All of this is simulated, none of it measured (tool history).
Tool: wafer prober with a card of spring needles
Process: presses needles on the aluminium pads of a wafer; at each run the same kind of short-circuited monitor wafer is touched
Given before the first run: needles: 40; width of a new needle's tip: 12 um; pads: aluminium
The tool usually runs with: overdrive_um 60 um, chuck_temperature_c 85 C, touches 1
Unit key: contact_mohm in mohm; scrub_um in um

run	hour	overdrive_um	chuck_temperature_c	touches	contact_mohm	scrub_um
1	0.0	60	85	1	162	7.63
# hour 4.2: tips cleaned on abrasive film
# hour 8.5: tips cleaned on abrasive film
# hour 13.8: tips cleaned on abrasive film
# hour 19.0: tips cleaned on abrasive film
# hour 23.3: tips cleaned on abrasive film
# hour 28.6: tips cleaned on abrasive film
# hour 32.8: tips cleaned on abrasive film
# hour 38.1: tips cleaned on abrasive film
# hour 43.4: tips cleaned on abrasive film
# hour 47.6: tips cleaned on abrasive film
# hour 52.9: tips cleaned on abrasive film
# hour 58.2: tips cleaned on abrasive film
# hour 62.4: tips cleaned on abrasive film
2	65.3	60	85	1	161	7.60
# hour 67.5: tips cleaned on abrasive film
# hour 72.8: tips cleaned on abrasive film
# hour 78.1: tips cleaned on abrasive film
# hour 83.4: tips cleaned on abrasive film
# hour 88.6: tips cleaned on abrasive film
# hour 92.9: tips cleaned on abrasive film
# hour 98.2: tips cleaned on abrasive film
# hour 103.4: tips cleaned on abrasive film
# hour 107.7: tips cleaned on abrasive film
# hour 109.0: height of the first contact set anew
# hour 113.3: tips cleaned on abrasive film
# hour 118.5: tips cleaned on abrasive film
# hour 123.8: tips cleaned on abrasive film
# hour 129.1: tips cleaned on abrasive film
# hour 133.3: tips cleaned on abrasive film
# hour 138.6: tips cleaned on abrasive film
# hour 143.9: tips cleaned on abrasive film
3	147.9	60	85	1	163	7.62
# hour 149.1: tips cleaned on abrasive film
# hour 154.3: tips cleaned on abrasive film
# hour 159.6: tips cleaned on abrasive film
# hour 164.9: tips cleaned on abrasive film
# hour 169.1: tips cleaned on abrasive film
# hour 174.4: tips cleaned on abrasive film
# hour 179.7: tips cleaned on abrasive film
# hour 185.0: tips cleaned on abrasive film
# hour 190.3: tips cleaned on abrasive film
# hour 195.5: tips cleaned on abrasive film
# hour 200.8: tips cleaned on abrasive film
# hour 206.1: tips cleaned on abrasive film
# hour 211.4: tips cleaned on abrasive film
# hour 216.6: tips cleaned on abrasive film
4	216.6	60	85	1	162	7.59
# hour 221.8: tips cleaned on abrasive film
# hour 226.1: tips cleaned on abrasive film
# hour 231.4: tips cleaned on abrasive film
# hour 235.6: tips cleaned on abrasive film
# hour 240.9: tips cleaned on abrasive film
# hour 246.2: tips cleaned on abrasive film
# hour 251.4: tips cleaned on abrasive film
# hour 256.7: tips cleaned on abrasive film
# hour 262.0: tips cleaned on abrasive film
# hour 267.3: tips cleaned on abrasive film
# hour 271.5: tips cleaned on abrasive film
# hour 276.8: tips cleaned on abrasive film
# hour 282.1: tips cleaned on abrasive film
# hour 287.4: tips cleaned on abrasive film
# hour 292.1: tips cleaned on abrasive film
5	292.1	60	85	1	164	7.62
# hour 297.4: tips cleaned on abrasive film
# hour 301.6: tips cleaned on abrasive film
# hour 306.9: tips cleaned on abrasive film
# hour 318.9: card fitted with new needles
# hour 324.2: tips cleaned on abrasive film
# hour 328.4: tips cleaned on abrasive film
# hour 333.7: tips cleaned on abrasive film
# hour 337.9: tips cleaned on abrasive film
# hour 343.2: tips cleaned on abrasive film
# hour 348.5: tips cleaned on abrasive film
# hour 353.8: tips cleaned on abrasive film
# hour 358.0: tips cleaned on abrasive film
# hour 363.3: tips cleaned on abrasive film
# hour 367.5: tips cleaned on abrasive film
# hour 372.8: tips cleaned on abrasive film
# hour 378.1: tips cleaned on abrasive film
6	379.7	60	85	1	161	7.66
# hour 382.9: tips cleaned on abrasive film
# hour 387.1: tips cleaned on abrasive film
# hour 392.4: tips cleaned on abrasive film
# hour 397.7: tips cleaned on abrasive film
# hour 402.9: tips cleaned on abrasive film
# hour 407.2: tips cleaned on abrasive film
# hour 412.5: tips cleaned on abrasive film
# hour 417.7: tips cleaned on abrasive film
# hour 423.0: tips cleaned on abrasive film
# hour 428.3: tips cleaned on abrasive film
# hour 433.6: tips cleaned on abrasive film
# hour 438.9: tips cleaned on abrasive film
# hour 443.1: tips cleaned on abrasive film
7	446.0	72	85	1	161	9.15
# hour 448.2: tips cleaned on abrasive film
# hour 452.4: tips cleaned on abrasive film
# hour 457.7: tips cleaned on abrasive film
# hour 461.9: tips cleaned on abrasive film
# hour 466.2: tips cleaned on abrasive film
# hour 471.5: tips cleaned on abrasive film
# hour 476.7: tips cleaned on abrasive film
# hour 482.0: tips cleaned on abrasive film
# hour 487.3: tips cleaned on abrasive film
# hour 492.6: tips cleaned on abrasive film
# hour 497.8: tips cleaned on abrasive film
# hour 503.1: tips cleaned on abrasive film
# hour 508.4: tips cleaned on abrasive film
# hour 512.7: tips cleaned on abrasive film
# hour 517.9: tips cleaned on abrasive film
# hour 522.2: tips cleaned on abrasive film
# hour 527.5: tips cleaned on abrasive film
# hour 532.7: tips cleaned on abrasive film
8	535.2	60	85	1	164	7.63
# hour 537.4: tips cleaned on abrasive film
# hour 542.7: tips cleaned on abrasive film
# hour 546.9: tips cleaned on abrasive film
# hour 552.2: tips cleaned on abrasive film
# hour 557.5: tips cleaned on abrasive film
# hour 558.8: height of the first contact set anew
# hour 562.0: tips cleaned on abrasive film
# hour 567.3: tips cleaned on abrasive film
# hour 572.6: tips cleaned on abrasive film
# hour 577.8: tips cleaned on abrasive film
# hour 583.1: tips cleaned on abrasive film
# hour 588.4: tips cleaned on abrasive film
# hour 592.6: tips cleaned on abrasive film
# hour 597.9: tips cleaned on abrasive film
# hour 603.2: tips cleaned on abrasive film
# hour 607.6: tips cleaned on abrasive film
9	607.6	51	87	1	168	6.49
# hour 612.9: tips cleaned on abrasive film
# hour 618.2: tips cleaned on abrasive film
# hour 622.4: tips cleaned on abrasive film
# hour 627.7: tips cleaned on abrasive film
# hour 633.0: tips cleaned on abrasive film
# hour 638.3: tips cleaned on abrasive film
# hour 642.5: tips cleaned on abrasive film
# hour 646.8: tips cleaned on abrasive film
# hour 652.1: tips cleaned on abrasive film
# hour 657.3: tips cleaned on abrasive film
# hour 661.6: tips cleaned on abrasive film
# hour 666.9: tips cleaned on abrasive film
# hour 672.1: tips cleaned on abrasive film
# hour 676.4: tips cleaned on abrasive film
# hour 681.7: tips cleaned on abrasive film
# hour 686.9: tips cleaned on abrasive film
# hour 691.2: tips cleaned on abrasive film
# hour 696.5: tips cleaned on abrasive film
# hour 701.7: tips cleaned on abrasive film
# hour 707.0: tips cleaned on abrasive film
10	709.4	62	81	2	163	7.89
# hour 711.6: tips cleaned on abrasive film
# hour 716.8: tips cleaned on abrasive film
# hour 721.1: tips cleaned on abrasive film
# hour 726.4: tips cleaned on abrasive film
# hour 730.6: tips cleaned on abrasive film
# hour 735.9: tips cleaned on abrasive film
# hour 741.2: tips cleaned on abrasive film
# hour 746.4: tips cleaned on abrasive film
# hour 750.7: tips cleaned on abrasive film
# hour 756.0: tips cleaned on abrasive film
# hour 760.2: tips cleaned on abrasive film
# hour 765.5: tips cleaned on abrasive film
# hour 770.8: tips cleaned on abrasive film
# hour 776.0: tips cleaned on abrasive film
# hour 780.3: tips cleaned on abrasive film
# hour 784.5: tips cleaned on abrasive film
# hour 789.8: tips cleaned on abrasive film
# hour 795.1: tips cleaned on abrasive film
# hour 799.5: height of the first contact set anew
# hour 800.7: tips cleaned on abrasive film
11	801.8	60	85	2	163	7.67
# hour 805.0: tips cleaned on abrasive film
# hour 810.2: tips cleaned on abrasive film
# hour 815.5: tips cleaned on abrasive film
# hour 820.8: tips cleaned on abrasive film
# hour 825.0: tips cleaned on abrasive film
# hour 830.3: tips cleaned on abrasive film
# hour 834.6: tips cleaned on abrasive film
# hour 839.8: tips cleaned on abrasive film
# hour 845.1: tips cleaned on abrasive film
# hour 850.4: tips cleaned on abrasive film
# hour 854.6: tips cleaned on abrasive film
# hour 859.9: tips cleaned on abrasive film
12	861.1	60	85	2	165	7.64
# hour 864.3: tips cleaned on abrasive film
# hour 869.6: tips cleaned on abrasive film
# hour 873.8: tips cleaned on abrasive film
# hour 878.1: tips cleaned on abrasive film
# hour 883.4: tips cleaned on abrasive film
# hour 888.6: tips cleaned on abrasive film
# hour 892.9: tips cleaned on abrasive film
# hour 898.2: tips cleaned on abrasive film
# hour 903.4: tips cleaned on abrasive film
13	906.6	60	103	2	168	7.63

Forecast run 14:
# hour 907.7: tips cleaned on abrasive film
# hour 912.0: tips cleaned on abrasive film
# hour 917.3: tips cleaned on abrasive film
# hour 922.5: tips cleaned on abrasive film
# hour 927.8: tips cleaned on abrasive film
# hour 932.1: tips cleaned on abrasive film
# hour 937.3: tips cleaned on abrasive film
# hour 942.6: tips cleaned on abrasive film
# hour 946.9: tips cleaned on abrasive film
# hour 952.1: tips cleaned on abrasive film
# hour 957.4: tips cleaned on abrasive film
# hour 962.7: tips cleaned on abrasive film
# hour 968.0: tips cleaned on abrasive film
# hour 972.2: tips cleaned on abrasive film
# hour 977.5: tips cleaned on abrasive film
# hour 982.8: tips cleaned on abrasive film
# hour 987.0: tips cleaned on abrasive film
# hour 992.3: tips cleaned on abrasive film
# hour 997.6: tips cleaned on abrasive film
14	998.0	58	103	2	?	?

Run 14 gave contact_mohm 166 mohm, scrub_um 7.40 um.
If the tool had no hidden condition, the same run with the same run-to-run variation would have returned contact_mohm 166 mohm, scrub_um 7.33 um.
